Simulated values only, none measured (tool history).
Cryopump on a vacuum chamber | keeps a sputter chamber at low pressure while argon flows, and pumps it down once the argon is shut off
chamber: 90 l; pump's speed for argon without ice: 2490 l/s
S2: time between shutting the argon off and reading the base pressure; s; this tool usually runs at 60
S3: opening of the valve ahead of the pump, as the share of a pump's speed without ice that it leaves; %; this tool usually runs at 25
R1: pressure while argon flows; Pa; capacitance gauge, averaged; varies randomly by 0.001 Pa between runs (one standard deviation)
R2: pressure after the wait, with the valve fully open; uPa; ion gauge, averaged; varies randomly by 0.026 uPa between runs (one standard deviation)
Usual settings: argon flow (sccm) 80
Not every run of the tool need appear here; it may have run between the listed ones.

run 1 hour=0 | argon_flow_(sccm)=80 S2=60 S3=25 | R1=0.2232 R2=1.41
run 2 hour=47.8 | argon_flow_(sccm)=80 S2=60 S3=25 | R1=0.2266 R2=1.45
run 3 hour=73.4 | argon_flow_(sccm)=80 S2=60 S3=25 | R1=0.2269 R2=1.43
-- hour=93.2 pump warmed up, emptied and cooled again
run 4 hour=115.9 | argon_flow_(sccm)=80 S2=60 S3=25 | R1=0.2187 R2=1.45
run 5 hour=143.4 | argon_flow_(sccm)=80 S2=48 S3=25 | R1=0.2191 R2=1.59
run 6 hour=189.6 | argon_flow_(sccm)=80 S2=60 S3=25 | R1=0.2189 R2=1.37
run 7 hour=209 | argon_flow_(sccm)=80 S2=60 S3=25 | R1=0.2185 R2=1.43
run 8 hour=243.3 | argon_flow_(sccm)=80 S2=60 S3=16 | R1=0.3383 R2=1.38
run 9 hour=267.9 | argon_flow_(sccm)=80 S2=60 S3=16 | R1=0.3402 R2=1.42
run 10 hour=312.9 | argon_flow_(sccm)=80 S2=60 S3=16 | R1=0.3426 R2=1.41
run 11 hour=337 | argon_flow_(sccm)=80 S2=60 S3=17 | R1=0.3222 R2=1.5
run 12 hour=384.5 | argon_flow_(sccm)=80 S2=60 S3=17 | R1=0.3234 R2=1.47
run 13 hour=420 | argon_flow_(sccm)=80 S2=60 S3=17 | R1=0.3225 R2=1.44
run 14 hour=454.5 | argon_flow_(sccm)=80 S2=60 S3=25 | R1=0.2227 R2=1.44
run 15 hour=497.1 | argon_flow_(sccm)=44 S2=226 S3=18 | R1=0.1693 R2=0.74
run 16 hour=534.8 | argon_flow_(sccm)=44 S2=226 S3=18 | R1=0.1686 R2=0.78
run 17 hour=577.9 | argon_flow_(sccm)=44 S2=226 S3=18 | R1=0.1693 R2=0.84
run 18 hour=601.2 | argon_flow_(sccm)=32 S2=193 S3=25 | R1=0.0885 R2=0.84
run 19 hour=622.7 | argon_flow_(sccm)=99 S2=35 S3=35 | R1=0.2012 R2=2.16
run 20 hour=647 | argon_flow_(sccm)=116 S2=60 S3=25 | R1=0.3277 R2=1.51
run 21 hour=688.7 | argon_flow_(sccm)=137 S2=273 S3=18 | R1=0.5288 R2=0.78
run 22 hour=728.1 | argon_flow_(sccm)=137 S2=239 S3=18 | R1=0.5301 R2=0.76
run 23 hour=760.5 | argon_flow_(sccm)=77 S2=111 S3=31 | R1=0.1755 R2=1.1
run 24 hour=781 | argon_flow_(sccm)=105 S2=111 S3=50 | R1=0.1534 R2=1.14
run 25 hour=815.4 | argon_flow_(sccm)=111 S2=111 S3=50 | R1=0.1642 R2=1.07
-- hour=823.7 pump warmed up, emptied and cooled again
run 26 hour=840.4 | argon_flow_(sccm)=112 S2=34 S3=24 | R1=0.3197 R2=2.15
run 27 hour=875.5 | argon_flow_(sccm)=37 S2=41 S3=25 | R1=0.1014 R2=1.9

Forecast each of these 5 alternatives for the next run:
run A hour=913.3 | argon_flow_(sccm)=120 S2=60 S3=25 | R1=? R2=?
run B hour=913.3 | argon_flow_(sccm)=89 S2=90 S3=30 | R1=? R2=?
run C hour=913.3 | argon_flow_(sccm)=86 S2=216 S3=25 | R1=? R2=?
run D hour=913.3 | argon_flow_(sccm)=34 S2=62 S3=22 | R1=? R2=?
run E hour=913.3 | argon_flow_(sccm)=129 S2=47 S3=20 | R1=? R2=?

run=A R1=0.3318 R2=1.51
run=B R1=0.2036 R2=1.16
run=C R1=0.2368 R2=0.83
run=D R1=0.1066 R2=1.47
run=E R1=0.4385 R2=1.79
What these runs would have given with no unlogged condition in the tool:
run=A R1=0.3287 R2=1.06
run=B R1=0.2014 R2=0.72
run=C R1=0.2346 R2=0.38
run=D R1=0.1058 R2=1.02
run=E R1=0.4353 R2=1.33
